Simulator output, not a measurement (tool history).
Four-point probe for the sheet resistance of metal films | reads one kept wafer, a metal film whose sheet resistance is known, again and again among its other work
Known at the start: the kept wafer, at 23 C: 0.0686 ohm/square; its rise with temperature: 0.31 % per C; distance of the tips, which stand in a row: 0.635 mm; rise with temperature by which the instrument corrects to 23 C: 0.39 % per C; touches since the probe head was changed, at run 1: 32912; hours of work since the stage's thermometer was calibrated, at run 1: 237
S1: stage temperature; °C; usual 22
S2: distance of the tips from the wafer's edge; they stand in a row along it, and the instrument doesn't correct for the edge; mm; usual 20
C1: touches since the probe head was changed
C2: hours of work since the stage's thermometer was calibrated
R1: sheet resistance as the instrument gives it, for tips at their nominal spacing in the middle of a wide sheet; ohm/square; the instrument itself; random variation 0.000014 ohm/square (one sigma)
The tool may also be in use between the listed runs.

run   hour  S1  S2     C1   C2        R1
  1    0.0  22  20  32912  237  0.068737
  2   23.3  22  20  33629  253  0.068767
  3   63.4  22  20  34860  280  0.068757
  4   86.8  30  20  35581  296  0.068349
  5  139.3  30  20  37195  332  0.068368
  6  181.3  22  16  38486  361  0.068806
  7  203.3  22  16  39162  376  0.068810
  8  253.6  22  16  40710  410  0.068835
  9  300.9  22  16  42163  442  0.068821
 10  334.6  22  16  43199  465  0.068835
 11  356.6  22  16  43875  480  0.068851
 12  396.5  22  16  45102  507  0.068870
 13  439.4  22  16  46424  536  0.068864
 14  465.9  29   3  47237  554  0.070070
 15  518.2  21   6  48844  590  0.069304
 16  569.4  21   6  50420  625  0.069317
 17  605.7  28  25  51534  650  0.068542
 18  654.4  25  70  53034  683  0.068735
 19  707.1  32  17  54652  719  0.068413
 20  749.5  29  16  55955  747  0.068618
 21  801.4  21  16  57551  783  0.068979
 22  824.5  32   4  58261  798  0.069312
 23  848.6  32   4  59005  815  0.069294
 24  901.5  22  52  60629  851  0.068908
 25  928.0  22  52  61444  869  0.068932
 26  980.5  26  14  63060  905  0.068791

Forecast each of these 4 alternatives for the next run:
  A  1004.4  27  29  63794  921   ?
  B  1004.4  28  12  63794  921   ?
  C  1004.4  22   4  63794  921   ?
  D  1004.4  31   8  63794  921   ?

run        R1
  A  0.068694
  B  0.068702
  C  0.069868
  D  0.068706
Without the tool's hidden state the same runs would have given:
run        R1
  A  0.068415
  B  0.068423
  C  0.069583
  D  0.068427
